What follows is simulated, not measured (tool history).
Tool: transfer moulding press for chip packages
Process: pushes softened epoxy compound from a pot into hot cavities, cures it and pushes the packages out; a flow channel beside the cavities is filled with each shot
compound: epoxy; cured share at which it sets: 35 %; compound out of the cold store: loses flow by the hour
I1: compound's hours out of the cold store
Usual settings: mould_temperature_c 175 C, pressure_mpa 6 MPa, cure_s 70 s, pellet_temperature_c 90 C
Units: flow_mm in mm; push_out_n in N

run 1 hour=0 | mould_temperature_c=175 pressure_mpa=6 cure_s=70 pellet_temperature_c=90 | I1=24.3 | flow_mm=704 push_out_n=527
run 2 hour=36.4 | mould_temperature_c=175 pressure_mpa=6 cure_s=75 pellet_temperature_c=90 | I1=14.6 | flow_mm=741 push_out_n=543
-- hour=62.6 cavities cleaned with cleaning compound and waxed
run 3 hour=62.9 | mould_temperature_c=175 pressure_mpa=6 cure_s=70 pellet_temperature_c=90 | I1=17.6 | flow_mm=726 push_out_n=345
run 4 hour=89.3 | mould_temperature_c=175 pressure_mpa=6 cure_s=70 pellet_temperature_c=90 | I1=9.4 | flow_mm=749 push_out_n=505
run 5 hour=115.7 | mould_temperature_c=175 pressure_mpa=6 cure_s=70 pellet_temperature_c=90 | I1=16.5 | flow_mm=720 push_out_n=537
run 6 hour=151 | mould_temperature_c=175 pressure_mpa=6 cure_s=70 pellet_temperature_c=90 | I1=9.9 | flow_mm=745 push_out_n=639
-- hour=170 cavities cleaned with cleaning compound and waxed
-- hour=188.2 plunger's sealing rings changed
run 7 hour=190 | mould_temperature_c=175 pressure_mpa=6 cure_s=70 pellet_temperature_c=90 | I1=43.7 | flow_mm=645 push_out_n=418
run 8 hour=209.7 | mould_temperature_c=175 pressure_mpa=6 cure_s=70 pellet_temperature_c=90 | I1=43.9 | flow_mm=639 push_out_n=475
run 9 hour=234.3 | mould_temperature_c=175 pressure_mpa=6 cure_s=70 pellet_temperature_c=90 | I1=30.3 | flow_mm=690 push_out_n=566
-- hour=239.7 mould's thermocouples calibrated
run 10 hour=259.4 | mould_temperature_c=175 pressure_mpa=6 cure_s=70 pellet_temperature_c=90 | I1=19.6 | flow_mm=729 push_out_n=615
-- hour=282.9 cavities cleaned with cleaning compound and waxed
run 11 hour=295.5 | mould_temperature_c=175 pressure_mpa=6 cure_s=70 pellet_temperature_c=90 | I1=13.9 | flow_mm=750 push_out_n=452
run 12 hour=322.6 | mould_temperature_c=175 pressure_mpa=6 cure_s=70 pellet_temperature_c=90 | I1=39.6 | flow_mm=650 push_out_n=479
run 13 hour=344 | mould_temperature_c=175 pressure_mpa=6 cure_s=70 pellet_temperature_c=90 | I1=35.7 | flow_mm=658 push_out_n=544
-- hour=354.6 mould's thermocouples calibrated, once more
run 14 hour=377 | mould_temperature_c=175 pressure_mpa=6 cure_s=70 pellet_temperature_c=90 | I1=30.3 | flow_mm=673 push_out_n=583
-- hour=393.9 cavities cleaned with cleaning compound and waxed
run 15 hour=421.2 | mould_temperature_c=175 pressure_mpa=7.39 cure_s=87 pellet_temperature_c=84 | I1=38.7 | flow_mm=709 push_out_n=363
run 16 hour=451.1 | mould_temperature_c=175 pressure_mpa=7.39 cure_s=87 pellet_temperature_c=84 | I1=14.6 | flow_mm=808 push_out_n=418
run 17 hour=475.5 | mould_temperature_c=175 pressure_mpa=6 cure_s=70 pellet_temperature_c=92 | I1=28.9 | flow_mm=671 push_out_n=605
-- hour=504.8 plunger's sealing rings changed
-- hour=506.3 cavities cleaned with cleaning compound and waxed
run 18 hour=519.4 | mould_temperature_c=175 pressure_mpa=6 cure_s=70 pellet_temperature_c=92 | I1=44.6 | flow_mm=638 push_out_n=383
run 19 hour=558.8 | mould_temperature_c=175 pressure_mpa=6 cure_s=70 pellet_temperature_c=92 | I1=10.5 | flow_mm=773 push_out_n=558
run 20 hour=593.4 | mould_temperature_c=170 pressure_mpa=6 cure_s=70 pellet_temperature_c=81 | I1=20 | flow_mm=728 push_out_n=836
-- hour=614.1 cavities cleaned with cleaning compound and waxed
run 21 hour=624.1 | mould_temperature_c=180 pressure_mpa=5.67 cure_s=94 pellet_temperature_c=90 | I1=43 | flow_mm=614 push_out_n=283
run 22 hour=658.7 | mould_temperature_c=180 pressure_mpa=5.67 cure_s=94 pellet_temperature_c=90 | I1=32.7 | flow_mm=647 push_out_n=362
run 23 hour=696.6 | mould_temperature_c=180 pressure_mpa=5.67 cure_s=94 pellet_temperature_c=90 | I1=31.8 | flow_mm=643 push_out_n=402
-- hour=721.7 cavities cleaned with cleaning compound and waxed
run 24 hour=740.7 | mould_temperature_c=179 pressure_mpa=4.96 cure_s=58 pellet_temperature_c=82 | I1=19.7 | flow_mm=638 push_out_n=548
run 25 hour=781.2 | mould_temperature_c=179 pressure_mpa=4.96 cure_s=58 pellet_temperature_c=82 | I1=12.1 | flow_mm=662 push_out_n=715
run 26 hour=808.3 | mould_temperature_c=175 pressure_mpa=5.02 cure_s=70 pellet_temperature_c=92 | I1=47.6 | flow_mm=547 push_out_n=578
-- hour=818.9 plunger's sealing rings changed
run 27 hour=828.4 | mould_temperature_c=175 pressure_mpa=4.55 cure_s=70 pellet_temperature_c=90 | I1=14 | flow_mm=660 push_out_n=641

Some steps in flow_mm between neighbouring runs. How much of each would the tool show without its hidden state too (settings, what came in, random variation), and how much is left for the hidden state, with any gauge scatter that isn't in both results?
The hidden state here: true mould temperature over the reading, C; pressure that reaches the compound, % of what is set; grip of the stained cavities, % over clean ones'; drift of the gauge itself on flow_mm, %; drift of the gauge itself on push_out_n, %.
Run 6 -> 7: cavities cleaned with cleaning compound and waxed, plunger's sealing rings changed. flow_mm -100 mm: hidden state +33, all else -133.
Run 16 -> 17: pressure_mpa 7.39 -> 6, cure_s 87 -> 70, pellet_temperature_c 84 -> 92. flow_mm -137 mm: hidden state +2, all else -139.
Run 17 -> 18: plunger's sealing rings changed, cavities cleaned with cleaning compound and waxed. flow_mm -33 mm: hidden state +30, all else -63.
Run 18 -> 19: no setting changed, nothing entered. flow_mm +135 mm: hidden state -5, all else +140.
